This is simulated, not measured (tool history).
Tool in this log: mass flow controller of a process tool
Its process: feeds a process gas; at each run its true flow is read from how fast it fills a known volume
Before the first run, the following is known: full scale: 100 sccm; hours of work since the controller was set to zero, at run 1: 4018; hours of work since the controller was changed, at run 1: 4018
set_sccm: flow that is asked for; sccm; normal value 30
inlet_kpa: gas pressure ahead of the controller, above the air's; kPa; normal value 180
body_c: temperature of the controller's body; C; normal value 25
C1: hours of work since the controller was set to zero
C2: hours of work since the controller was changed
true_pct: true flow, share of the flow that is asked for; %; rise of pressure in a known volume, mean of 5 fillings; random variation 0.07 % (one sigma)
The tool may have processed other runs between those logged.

Run 1, hour 0: usual settings; C1 4018; C2 4018. Result: true_pct 95.29 %.
Run 2, hour 192.1: usual settings; C1 4090; C2 4090. Result: true_pct 95.13 %.
Run 3, hour 544: usual settings; C1 4223; C2 4223. Result: true_pct 95.14 %.
Run 4, hour 924.3: usual settings; C1 4366; C2 4366. Result: true_pct 95.02 %.
Run 5, hour 1169: usual settings; C1 4458; C2 4458. Result: true_pct 94.91 %.
Run 6, hour 1389.7: usual settings; C1 4541; C2 4541. Result: true_pct 94.75 %.
Run 7, hour 1611.2: usual settings; C1 4624; C2 4624. Result: true_pct 94.89 %.
Run 8, hour 1888.2: usual settings; C1 4729; C2 4729. Result: true_pct 94.73 %.
Run 9, hour 2219.7: usual settings but set_sccm 95 sccm; C1 4853; C2 4853. Result: true_pct 98.64 %.
Run 10, hour 2436.7: usual settings but set_sccm 95 sccm; C1 4935; C2 4935. Result: true_pct 98.57 %.
Run 11, hour 2809.2: usual settings but set_sccm 95 sccm; C1 5075; C2 5075. Result: true_pct 98.54 %.
Run 12, hour 3151: usual settings but set_sccm 17 sccm; C1 5204; C2 5204. Result: true_pct 91.91 %.
Run 13, hour 3441.6: usual settings but set_sccm 17 sccm; C1 5314; C2 5314. Result: true_pct 91.88 %.
Run 14, hour 3810.9: usual settings but set_sccm 15 sccm; C1 5453; C2 5453. Result: true_pct 91.11 %.
Run 15, hour 4004.3: usual settings but set_sccm 15 sccm, inlet_kpa 195 kPa; C1 5525; C2 5525. Result: true_pct 90.91 %.
Run 16, hour 4215.2: usual settings; C1 5605; C2 5605. Result: true_pct 94.27 %.
Run 17, hour 4417.8: usual settings; C1 5681; C2 5681. Result: true_pct 94.36 %.
Run 18, hour 4816: usual settings; C1 5831; C2 5831. Result: true_pct 94.13 %.
Run 19, hour 5219.7: usual settings; C1 5983; C2 5983. Result: true_pct 93.85 %.
Run 20, hour 5475.6: usual settings; C1 6079; C2 6079. Result: true_pct 94 %.
Run 21, hour 5662.1: usual settings but body_c 24 C; C1 6150; C2 6150. Result: true_pct 93.9 %.
Run 22, hour 5829: usual settings; C1 6212; C2 6212. Result: true_pct 93.92 %.
Run 23, hour 6206.3: usual settings; C1 6354; C2 6354. Result: true_pct 93.84 %.
Run 24, hour 6434.9: usual settings; C1 6440; C2 6440. Result: true_pct 93.88 %.
Run 25, hour 6798.1: usual settings; C1 6577; C2 6577. Result: true_pct 93.73 %.
Run 26, hour 7194.7: usual settings but set_sccm 69 sccm, inlet_kpa 166 kPa, body_c 39 C; C1 6726; C2 6726. Result: true_pct 97.51 %.
At hour 7288: controller's zero set anew.
Run 27, hour 7541: usual settings but set_sccm 29 sccm, inlet_kpa 222 kPa, body_c 29 C; C1 95; C2 6857. Result: true_pct 97.25 %.
Run 28, hour 7838.1: usual settings but set_sccm 14 sccm, inlet_kpa 187 kPa, body_c 37 C; C1 207; C2 6969. Result: true_pct 96.82 %.
Run 29, hour 8216.2: usual settings but set_sccm 14 sccm, inlet_kpa 187 kPa, body_c 37 C; C1 349; C2 7111. Result: true_pct 96.75 %.
Run 30, hour 8580.8: usual settings but set_sccm 51 sccm, inlet_kpa 201 kPa; C1 487; C2 7248. Result: true_pct 97.71 %.
Run 31, hour 8785.2: usual settings but set_sccm 51 sccm, inlet_kpa 201 kPa; C1 564; C2 7325. Result: true_pct 97.6 %.
Run 32, hour 9147.1: usual settings but set_sccm 51 sccm, inlet_kpa 201 kPa; C1 700; C2 7461. Result: true_pct 97.54 %.
Run 33, hour 9461.1: usual settings but inlet_kpa 173 kPa, body_c 20 C; C1 818; C2 7580. Result: true_pct 96.23 %.
Run 34, hour 9822: usual settings but set_sccm 70 sccm, inlet_kpa 259 kPa, body_c 28 C; C1 954; C2 7715. Result: true_pct 98.23 %.
Run 35, hour 10180.6: usual settings but set_sccm 23 sccm; C1 1089; C2 7850. Result: true_pct 96.03 %.
Run 36, hour 10372.6: usual settings but set_sccm 53 sccm, inlet_kpa 215 kPa, body_c 30 C; C1 1161; C2 7923. Result: true_pct 97.68 %.
Run 37, hour 10771.5: usual settings but set_sccm 35 sccm, inlet_kpa 185 kPa, body_c 28 C; C1 1311; C2 8073. Result: true_pct 96.78 %.
Run 38, hour 11090.4: usual settings but set_sccm 35 sccm, inlet_kpa 185 kPa, body_c 28 C; C1 1432; C2 8193. Result: true_pct 96.69 %.
Run 39, hour 11330.9: usual settings but set_sccm 12 sccm, inlet_kpa 208 kPa, body_c 27 C; C1 1522; C2 8284. Result: true_pct 94.44 %.
Run 40, hour 11636.8: usual settings but set_sccm 10 sccm, inlet_kpa 203 kPa, body_c 27 C; C1 1637; C2 8399. Result: true_pct 93.67 %.
Run 41, hour 11949.6: usual settings but set_sccm 14 sccm, inlet_kpa 277 kPa, body_c 21 C; C1 1755; C2 8516. Result: true_pct 94.47 %.
Run 42, hour 12214.2: usual settings but set_sccm 57 sccm; C1 1855; C2 8616. Result: true_pct 97.28 %.
Run 43, hour 12381.3: usual settings but set_sccm 38 sccm, inlet_kpa 185 kPa; C1 1918; C2 8679. Result: true_pct 96.41 %.
Run 44, hour 12741: usual settings but set_sccm 38 sccm, inlet_kpa 185 kPa; C1 2053; C2 8814. Result: true_pct 96.39 %.
Run 45, hour 13053.6: usual settings but set_sccm 38 sccm, inlet_kpa 185 kPa; C1 2171; C2 8932. Result: true_pct 96.31 %.
Run 46, hour 13362.1: usual settings but set_sccm 26 sccm, inlet_kpa 193 kPa; C1 2287; C2 9048. Result: true_pct 95.36 %.
Run 47, hour 13656.2: usual settings but inlet_kpa 216 kPa; C1 2398; C2 9159. Result: true_pct 95.7 %.

What differs in the tool's unlogged condition from the final listed run ahead of each entry between runs to the first listed run following it?
From run 26 to run 27: controller's zero set anew (hour 7288)
  flow at rest that the sensor doesn't see, % of full scale: -1.058 -> -0.031; true flow over the shown one, %: -0.57 -> -0.59
  difference, measured minus the result without the unlogged condition, true_pct: -2.1 -> -0.7 %
